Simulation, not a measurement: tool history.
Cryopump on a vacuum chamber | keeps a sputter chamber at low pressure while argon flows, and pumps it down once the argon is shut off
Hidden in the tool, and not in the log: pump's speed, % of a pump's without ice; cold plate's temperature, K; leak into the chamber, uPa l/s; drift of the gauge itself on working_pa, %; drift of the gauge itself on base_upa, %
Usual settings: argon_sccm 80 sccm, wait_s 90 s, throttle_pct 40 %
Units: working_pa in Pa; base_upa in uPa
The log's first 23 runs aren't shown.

| run | hour | argon_sccm | wait_s | throttle_pct | hours of work since the pump was warmed up and emptied | hours of work since the cold head was overhauled | hours of work since the chamber's fittings were tightened | working_pa | base_upa |
|---|---|---|---|---|---|---|---|---|---|
| 24 | 1714.8 | 110 | 90 | 40 | 153 | 2299 | 1165 | 0.5104 | 2.92 |
| 25 | 1801 | 110 | 90 | 40 | 215 | 2361 | 1227 | 0.5132 | 3.15 |
| 26 | 1864.6 | 110 | 90 | 40 | 261 | 2407 | 1272 | 0.5168 | 3.05 |
| 27 | 1933.2 | 33 | 142 | 34 | 310 | 2456 | 1322 | 0.1816 | 2.81 |
| 28 | 2002.5 | 33 | 142 | 34 | 360 | 2506 | 1372 | 0.1845 | 2.85 |
| 29 | 2089.1 | 44 | 142 | 34 | 422 | 2568 | 1434 | 0.2448 | 2.86 |
| 30 | 2134.9 | 44 | 142 | 34 | 455 | 2601 | 1467 | 0.2473 | 3.05 |
| 31 | 2202.8 | 118 | 151 | 40 | 504 | 2650 | 1516 | 0.5731 | 3.08 |
| 32 | 2246.8 | 118 | 151 | 40 | 536 | 2682 | 1547 | 0.5787 | 3.14 |
| 33 | 2340.4 | 65 | 27 | 24 | 603 | 2749 | 1615 | 0.5159 | 6.64 |

Forecast each of these 5 alternatives for the next run:
| A | 2386.7 | 69 | 72 | 40 | 636 | 2782 | 1648 | ? | ? |
| B | 2386.7 | 102 | 93 | 18 | 636 | 2782 | 1648 | ? | ? |
| C | 2386.7 | 65 | 138 | 16 | 636 | 2782 | 1648 | ? | ? |
| D | 2386.7 | 154 | 27 | 57 | 636 | 2782 | 1648 | ? | ? |
| E | 2386.7 | 139 | 90 | 40 | 636 | 2782 | 1648 | ? | ? |

| run | working_pa | base_upa |
|---|---|---|
| A | 0.3442 | 4.11 |
| B | 1.0666 | 3.89 |
| C | 0.76 | 3.45 |
| D | 0.5595 | 6.42 |
| E | 0.6915 | 3.8 |
Without the tool's hidden state the same runs would have given:
| run | working_pa | base_upa |
|---|---|---|
| A | 0.3082 | 1.82 |
| B | 1.0134 | 1.55 |
| C | 0.726 | 1.12 |
| D | 0.4799 | 4.21 |
| E | 0.6192 | 1.53 |

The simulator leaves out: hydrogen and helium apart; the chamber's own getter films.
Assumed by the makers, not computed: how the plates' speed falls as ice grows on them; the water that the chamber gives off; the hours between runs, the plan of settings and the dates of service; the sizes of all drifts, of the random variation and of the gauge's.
